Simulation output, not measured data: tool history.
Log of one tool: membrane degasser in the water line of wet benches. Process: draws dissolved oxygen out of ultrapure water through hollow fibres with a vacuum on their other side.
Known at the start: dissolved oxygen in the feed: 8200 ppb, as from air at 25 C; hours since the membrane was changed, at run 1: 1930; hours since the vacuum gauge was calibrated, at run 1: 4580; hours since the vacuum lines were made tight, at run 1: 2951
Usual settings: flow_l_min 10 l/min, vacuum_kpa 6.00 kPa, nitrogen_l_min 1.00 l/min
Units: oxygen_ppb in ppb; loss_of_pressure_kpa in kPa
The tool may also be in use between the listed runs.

| run | hour | flow_l_min | vacuum_kpa | nitrogen_l_min | hours since the membrane was changed | hours since the vacuum gauge was calibrated | hours since the vacuum lines were made tight | oxygen_ppb | loss_of_pressure_kpa |
|---|---|---|---|---|---|---|---|---|---|
| 1 | 0.0 | 10 | 6.00 | 1.00 | 1930 | 4580 | 2951 | 187.4 | 45.32 |
| 2 | 33.1 | 10 | 6.00 | 1.00 | 1963 | 4613 | 2984 | 190.0 | 45.41 |
| 3 | 86.8 | 10 | 8.64 | 1.00 | 2017 | 4667 | 3038 | 249.7 | 45.38 |
| 4 | 110.2 | 10 | 6.00 | 1.00 | 2040 | 4690 | 3061 | 188.9 | 45.80 |
| 5 | 149.1 | 10 | 6.00 | 1.00 | 2079 | 4729 | 3100 | 187.2 | 45.60 |
| 6 | 176.1 | 10 | 6.00 | 1.00 | 2106 | 4756 | 3127 | 193.0 | 45.40 |
| 7 | 219.9 | 10 | 6.00 | 1.32 | 2150 | 4800 | 3171 | 171.8 | 45.25 |
|  | 253.5 | vacuum gauge calibrated |
| 8 | 253.8 | 10 | 6.00 | 1.32 | 2183 | 0 | 3204 | 167.6 | 45.31 |
| 9 | 281.0 | 10 | 6.00 | 0.70 | 2211 | 28 | 3232 | 208.3 | 45.18 |
| 10 | 329.8 | 10 | 6.00 | 0.70 | 2259 | 76 | 3280 | 209.8 | 45.36 |
| 11 | 375.7 | 10 | 6.00 | 0.70 | 2305 | 122 | 3326 | 205.8 | 45.56 |
| 12 | 426.4 | 10 | 6.00 | 0.70 | 2356 | 173 | 3377 | 210.8 | 45.38 |
| 13 | 452.1 | 10 | 6.00 | 1.58 | 2382 | 199 | 3403 | 159.5 | 45.43 |
| 14 | 485.0 | 10 | 6.00 | 1.00 | 2415 | 232 | 3436 | 187.3 | 45.45 |
| 15 | 535.2 | 10 | 6.00 | 1.00 | 2465 | 282 | 3486 | 188.5 | 46.02 |
| 16 | 560.2 | 10 | 4.92 | 1.00 | 2490 | 307 | 3511 | 158.1 | 45.51 |
| 17 | 604.1 | 10 | 4.92 | 1.00 | 2534 | 351 | 3555 | 161.2 | 45.59 |
| 18 | 638.4 | 10 | 6.83 | 1.00 | 2568 | 385 | 3589 | 206.0 | 45.27 |
| 19 | 682.6 | 10 | 6.00 | 0.44 | 2612 | 429 | 3633 | 256.9 | 45.67 |
| 20 | 706.0 | 8 | 13.03 | 0.49 | 2636 | 453 | 3657 | 419.9 | 36.36 |
| 21 | 749.7 | 7 | 7.56 | 0.49 | 2679 | 496 | 3700 | 181.4 | 31.67 |
| 22 | 774.8 | 7 | 7.56 | 0.49 | 2704 | 521 | 3725 | 178.7 | 31.41 |
| 23 | 798.3 | 7 | 7.56 | 0.49 | 2728 | 545 | 3749 | 180.7 | 31.59 |
| 24 | 824.0 | 7 | 7.90 | 0.49 | 2754 | 571 | 3775 | 191.7 | 31.88 |
| 25 | 875.8 | 7 | 9.56 | 0.49 | 2805 | 622 | 3826 | 241.5 | 31.76 |
| 26 | 930.6 | 7 | 8.58 | 1.79 | 2860 | 677 | 3881 | 88.2 | 31.99 |
| 27 | 958.3 | 10 | 9.44 | 1.00 | 2888 | 705 | 3909 | 263.0 | 45.39 |
| 28 | 1015.4 | 10 | 9.44 | 1.00 | 2945 | 762 | 3966 | 270.1 | 45.67 |
| 29 | 1054.3 | 14 | 8.68 | 1.00 | 2984 | 801 | 4005 | 466.3 | 64.04 |
| 30 | 1079.2 | 12 | 10.36 | 1.09 | 3009 | 826 | 4030 | 380.7 | 54.40 |
| 31 | 1130.5 | 14 | 10.74 | 1.79 | 3060 | 877 | 4081 | 436.5 | 64.03 |
| 32 | 1159.5 | 6 | 9.63 | 1.79 | 3089 | 906 | 4110 | 75.3 | 27.34 |
| 33 | 1206.6 | 10 | 6.00 | 0.50 | 3136 | 953 | 4157 | 245.2 | 45.91 |

Hidden state or all else? Some run-to-run changes of oxygen_ppb, split into what the settings, what came in and random variation would give without the hidden state, and what is left for the hidden state (with any gauge scatter that isn't in both results):
The hidden state here: membrane still open, %; true pressure behind the membrane over the reading, kPa; air that leaks in behind the membrane, l/min; drift of the gauge itself on oxygen_ppb, %; drift of the gauge itself on loss_of_pressure_kpa, %.
Run 20 -> 21: flow_l_min 8 -> 7, vacuum_kpa 13.03 -> 7.56. oxygen_ppb -238.5 ppb: hidden state -4.9, all else -233.6.
Run 28 -> 29: flow_l_min 10 -> 14, vacuum_kpa 9.44 -> 8.68. oxygen_ppb +196.2 ppb: hidden state +7.7, all else +188.5.
Run 31 -> 32: flow_l_min 14 -> 6, vacuum_kpa 10.74 -> 9.63. oxygen_ppb -361.2 ppb: hidden state -15.8, all else -345.4.
Run 32 -> 33: flow_l_min 6 -> 10, vacuum_kpa 9.63 -> 6.00, nitrogen_l_min 1.79 -> 0.50. oxygen_ppb +169.9 ppb: hidden state +8.3, all else +161.6.

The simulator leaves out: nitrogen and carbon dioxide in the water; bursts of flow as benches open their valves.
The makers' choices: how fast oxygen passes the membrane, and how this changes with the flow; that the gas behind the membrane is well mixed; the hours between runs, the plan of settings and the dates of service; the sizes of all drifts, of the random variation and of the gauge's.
